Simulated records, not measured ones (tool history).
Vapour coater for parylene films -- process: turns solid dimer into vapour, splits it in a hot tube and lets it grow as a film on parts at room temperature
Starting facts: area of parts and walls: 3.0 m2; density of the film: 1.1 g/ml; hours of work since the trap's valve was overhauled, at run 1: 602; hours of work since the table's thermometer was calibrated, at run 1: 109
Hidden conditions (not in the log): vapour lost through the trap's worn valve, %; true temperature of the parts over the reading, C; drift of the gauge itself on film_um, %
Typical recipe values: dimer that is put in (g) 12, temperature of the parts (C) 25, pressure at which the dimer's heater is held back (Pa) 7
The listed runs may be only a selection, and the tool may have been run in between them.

run,hour,dimer that is put in (g),temperature of the parts (C),pressure at which the dimer's heater is held back (Pa),hours of work since the trap's valve was overhauled,hours of work since the table's thermometer was calibrated,thickness of the film (µm)
1,0,12,25,7,602,109,1.87
2,14.5,12,25,8.85,608,115,1.81
3,30.8,12,25,8.85,615,122,1.78
4,46.9,12,25,8.85,622,129,1.74
5,62.5,12,25,8.85,629,135,1.86
6,76.4,12,25,2.13,635,141,2.27
7,86.6,12,25,2.13,639,145,2.23
8,101.3,8,27,2.39,645,152,1.34
9,109.1,7,18,2.6,649,155,1.74

Expected results for the next run?
10,120.6,7,18,2.6,653,160,?

Run 10 yielded thickness of the film (µm) 1.75.
The same run, on a tool lacking any hidden state, would have yielded thickness of the film (µm) 2.05.
